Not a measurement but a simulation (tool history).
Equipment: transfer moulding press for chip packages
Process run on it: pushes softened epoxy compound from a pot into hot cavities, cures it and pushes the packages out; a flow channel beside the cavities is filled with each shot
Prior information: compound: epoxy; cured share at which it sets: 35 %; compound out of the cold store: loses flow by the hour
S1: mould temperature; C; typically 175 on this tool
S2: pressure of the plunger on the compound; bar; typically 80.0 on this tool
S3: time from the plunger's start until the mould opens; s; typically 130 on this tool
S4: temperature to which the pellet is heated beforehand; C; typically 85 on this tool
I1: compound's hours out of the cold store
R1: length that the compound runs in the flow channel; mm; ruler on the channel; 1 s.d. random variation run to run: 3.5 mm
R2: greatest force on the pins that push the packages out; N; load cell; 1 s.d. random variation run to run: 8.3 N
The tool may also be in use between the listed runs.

run	hour	S1	S2	S3	S4	I1	R1	R2
1	0.0	175	80.0	130	85	31.5	779	354
2	5.4	175	80.0	130	85	19.6	832	376
# hour 13.0: cavities cleaned with cleaning compound and waxed
3	17.6	175	80.0	130	85	9.8	872	366
4	23.6	175	80.0	130	85	40.5	737	374
5	32.2	175	80.0	130	85	39.9	735	371
6	41.4	175	80.0	130	85	9.4	880	369
7	47.0	175	80.0	130	85	13.9	861	363
8	57.1	172	80.0	130	85	35.6	764	362
9	68.0	172	80.0	130	85	44.0	740	381
# hour 77.0: cavities cleaned with cleaning compound and waxed
10	81.1	172	80.0	130	85	19.8	841	376
11	87.3	172	80.0	130	85	40.9	735	373
12	98.1	175	80.0	130	85	40.6	743	351
13	103.4	175	80.0	130	85	43.9	720	364
14	111.9	175	80.0	130	85	17.3	838	361
15	118.1	175	80.0	130	85	42.6	730	354
16	127.2	168	80.0	130	85	23.1	843	437
17	134.0	168	80.0	130	85	30.3	811	432
# hour 141.0: cavities cleaned with cleaning compound and waxed
18	141.0	171	98.5	146	95	27.7	902	364
19	151.5	175	80.0	130	86	14.0	863	367
20	161.5	175	80.0	130	86	33.4	765	368
# hour 169.6: plunger's sealing rings changed
21	170.4	175	80.0	131	79	32.7	769	361
22	178.9	175	80.0	131	79	18.0	829	376
23	184.6	178	80.0	130	92	29.0	770	359
24	192.6	177	80.0	137	84	45.8	712	342
25	201.0	177	80.0	137	84	20.6	808	353
# hour 207.3: cavities cleaned with cleaning compound and waxed
26	213.4	175	95.2	138	87	40.0	798	356
27	222.9	175	80.0	126	85	32.5	776	364
28	227.6	180	70.3	163	93	36.3	692	355
29	232.7	179	96.2	161	85	40.4	796	337

4 options for the next run, each taken on its own from the tool as it stands now. Forecast them:
A	241.3	175	80.0	144	94	11.4	?	?
B	241.3	175	70.7	141	85	38.8	?	?
C	241.3	179	96.2	161	77	28.6	?	?
D	241.3	175	96.2	130	85	13.8	?	?

run	R1	R2
A	874	343
B	704	364
C	854	351
D	939	373
Without the tool's hidden state the same runs would have given:
run	R1	R2
A	874	342
B	704	362
C	854	349
D	939	371
